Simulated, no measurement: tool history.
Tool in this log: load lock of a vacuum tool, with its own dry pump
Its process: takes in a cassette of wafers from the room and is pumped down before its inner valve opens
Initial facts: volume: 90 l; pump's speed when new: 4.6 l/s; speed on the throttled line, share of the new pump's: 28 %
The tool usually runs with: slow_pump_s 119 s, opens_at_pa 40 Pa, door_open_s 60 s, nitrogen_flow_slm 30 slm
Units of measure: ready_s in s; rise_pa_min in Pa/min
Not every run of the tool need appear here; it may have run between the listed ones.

| run | hour | slow_pump_s | opens_at_pa | door_open_s | nitrogen_flow_slm | incoming humidity of the room's air, % | ready_s | rise_pa_min |
|---|---|---|---|---|---|---|---|---|
| 1 | 0.0 | 119 | 40 | 60 | 30 | 43.7 | 252.7 | 0.058 |
| 2 | 111.5 | 119 | 40 | 60 | 43 | 44.0 | 254.0 | 0.047 |
| 3 | 253.3 | 119 | 40 | 60 | 43 | 45.5 | 252.8 | 0.051 |
| 4 | 380.6 | 119 | 40 | 60 | 43 | 41.7 | 256.0 | 0.058 |
| 5 | 523.9 | 206 | 40 | 60 | 43 | 45.0 | 315.6 | 0.056 |
| 6 | 657.1 | 119 | 31 | 60 | 30 | 39.8 | 260.0 | 0.056 |
| 7 | 848.4 | 119 | 31 | 60 | 30 | 48.0 | 258.2 | 0.070 |
| 8 | 1065.1 | 119 | 31 | 60 | 30 | 47.8 | 259.8 | 0.072 |
| 9 | 1195.2 | 119 | 31 | 60 | 30 | 45.0 | 262.1 | 0.068 |
| 10 | 1326.4 | 119 | 31 | 60 | 30 | 46.6 | 263.9 | 0.074 |
| 11 | 1473.3 | 119 | 31 | 60 | 30 | 45.5 | 260.6 | 0.069 |
| 12 | 1638.7 | 119 | 31 | 60 | 30 | 50.0 | 260.3 | 0.075 |
| 13 | 1832.7 | 119 | 31 | 60 | 30 | 45.0 | 263.3 | 0.081 |
| 14 | 2006.6 | 103 | 40 | 60 | 30 | 41.7 | 245.5 | 0.090 |
| 15 | 2100.5 | 103 | 40 | 60 | 30 | 45.0 | 246.6 | 0.078 |
| 16 | 2277.0 | 103 | 40 | 60 | 30 | 45.5 | 244.8 | 0.090 |
| 17 | 2398.7 | 119 | 40 | 60 | 30 | 44.9 | 260.3 | 0.093 |
| 18 | 2563.9 | 119 | 40 | 60 | 30 | 46.4 | 257.3 | 0.093 |
| 19 | 2694.9 | 144 | 40 | 127 | 30 | 43.4 | 276.8 | 0.107 |
| 20 | 2907.9 | 144 | 40 | 127 | 30 | 43.1 | 280.1 | 0.107 |
| 21 | 3119.2 | 144 | 40 | 127 | 30 | 47.0 | 276.0 | 0.108 |
| 22 | 3263.8 | 190 | 66 | 61 | 6 | 48.8 | 298.3 | 0.125 |
| 23 | 3476.9 | 119 | 40 | 27 | 30 | 42.2 | 261.5 | 0.103 |
| 24 | 3647.5 | 119 | 53 | 62 | 44 | 47.6 | 256.2 | 0.116 |
| 25 | 3774.4 | 119 | 41 | 116 | 30 | 50.4 | 261.3 | 0.132 |
| 26 | 3936.2 | 119 | 41 | 116 | 30 | 48.0 | 261.9 | 0.127 |
| 27 | 4127.6 | 119 | 50 | 60 | 30 | 45.0 | 257.8 | 0.127 |
| 28 | 4332.0 | 119 | 50 | 60 | 30 | 47.2 | 257.6 | 0.131 |
| 29 | 4464.9 | 119 | 63 | 60 | 45 | 47.7 | 251.8 | 0.130 |
| 30 | 4604.3 | 135 | 32 | 38 | 5 | 44.8 | 280.3 | 0.151 |
| 31 | 4752.3 | 101 | 57 | 78 | 34 | 47.2 | 242.3 | 0.145 |
| 32 | 4845.9 | 95 | 64 | 62 | 4 | 47.7 | 237.0 | 0.165 |
| 33 | 5043.9 | 95 | 64 | 62 | 4 | 47.3 | 239.7 | 0.167 |
| 34 | 5256.0 | 95 | 64 | 62 | 4 | 44.8 | 240.4 | 0.172 |
| 35 | 5418.5 | 165 | 64 | 62 | 11 | 46.4 | 284.0 | 0.171 |
| 36 | 5607.6 | 75 | 65 | 38 | 30 | 45.2 | 227.2 | 0.165 |

What if the next run were any one of these 4? Each begins from the tool's condition after run 36:
| A | 5774.1 | 167 | 65 | 43 | 30 | 42.8 | ? | ? |
| B | 5774.1 | 75 | 50 | 130 | 30 | 44.6 | ? | ? |
| C | 5774.1 | 75 | 73 | 38 | 18 | 46.4 | ? | ? |
| D | 5774.1 | 108 | 40 | 38 | 7 | 46.1 | ? | ? |

| run | ready_s | rise_pa_min |
|---|---|---|
| A | 283.4 | 0.169 |
| B | 229.5 | 0.170 |
| C | 224.5 | 0.168 |
| D | 260.1 | 0.171 |
With the hidden condition removed and each run's random variation left untouched, the same runs would have given:
| run | ready_s | rise_pa_min |
|---|---|---|
| A | 262.7 | 0.015 |
| B | 202.3 | 0.017 |
| C | 198.4 | 0.014 |
| D | 233.6 | 0.018 |

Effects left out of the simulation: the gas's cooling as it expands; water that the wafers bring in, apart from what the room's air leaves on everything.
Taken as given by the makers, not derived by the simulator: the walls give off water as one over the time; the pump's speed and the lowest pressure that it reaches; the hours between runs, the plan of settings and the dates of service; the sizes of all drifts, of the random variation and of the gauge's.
